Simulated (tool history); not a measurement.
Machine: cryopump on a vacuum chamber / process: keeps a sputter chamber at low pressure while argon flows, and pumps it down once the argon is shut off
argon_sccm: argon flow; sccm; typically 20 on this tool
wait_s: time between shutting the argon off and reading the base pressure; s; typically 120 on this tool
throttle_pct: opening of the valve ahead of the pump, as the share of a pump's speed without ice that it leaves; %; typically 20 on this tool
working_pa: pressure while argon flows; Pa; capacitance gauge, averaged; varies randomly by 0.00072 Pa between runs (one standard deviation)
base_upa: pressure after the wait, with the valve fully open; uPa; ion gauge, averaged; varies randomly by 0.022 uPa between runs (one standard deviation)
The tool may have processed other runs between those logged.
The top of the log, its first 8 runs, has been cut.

run	hour	argon_sccm	wait_s	throttle_pct	hours of work since the pump was warmed up and emptied	hours of work since the cold head was overhauled	hours of work since the chamber's fittings were tightened	working_pa	base_upa
9	579.1	20	44	20	471	2316	928	0.1347	1.89
10	635.1	20	44	20	500	2345	956	0.1354	1.91
11	702.4	20	44	26	534	2379	991	0.1071	1.99
12	758.8	20	44	26	563	2408	1019	0.1069	2.01
13	855.4	20	44	26	612	2457	1069	0.1076	2.09
14	950.9	9	44	26	661	2506	1117	0.0485	2.21
15	1044.1	20	120	20	708	2553	1165	0.1393	1.65
16	1088.4	20	120	20	731	2576	1187	0.1397	1.64
17	1186	20	114	20	780	2625	1237	0.1408	1.72
18	1240.5	13	230	18	808	2653	1265	0.1015	1.61
19	1292.1	28	211	44	834	2679	1291	0.0982	1.63
20	1360.8	28	29	38	869	2714	1326	0.112	2.89
# hour 1415.9: pump warmed up, emptied and cooled again
21	1466.6	16	29	16	26	2766	1377	0.1307	2.57
22	1512.3	20	24	20	49	2789	1400	0.1314	2.96
23	1577.6	30	213	59	82	2822	1434	0.0695	1.4
24	1671.5	30	213	59	130	2870	1481	0.0697	1.39
25	1732.3	20	29	43	161	2901	1512	0.0631	2.68
26	1798.3	20	29	28	195	2934	1546	0.0953	2.75
27	1881.5	20	29	28	237	2977	1588	0.0964	2.82
28	1985	34	29	18	290	3029	1641	0.2515	2.86
29	2036.8	23	21	20	316	3056	1667	0.1553	3.51
30	2081.8	12	119	20	339	3079	1690	0.0814	1.9

Each row is a separate what-if for the run after 30, all from the same tool condition, not one after another. Results?
A	2160.4	20	86	20	379	3119	1730	?	?
B	2160.4	31	46	35	379	3119	1730	?	?
C	2160.4	20	277	20	379	3119	1730	?	?
D	2160.4	21	232	24	379	3119	1730	?	?
E	2160.4	32	144	16	379	3119	1730	?	?

run	working_pa	base_upa
A	0.134	2.01
B	0.1232	2.47
C	0.1354	1.7
D	0.1193	1.75
E	0.2684	1.81
Stripped of hidden state, with their random variation kept, the same runs would have yielded:
run	working_pa	base_upa
A	0.1292	0.69
B	0.1156	1.15
C	0.1305	0.38
D	0.1142	0.4
E	0.2605	0.5
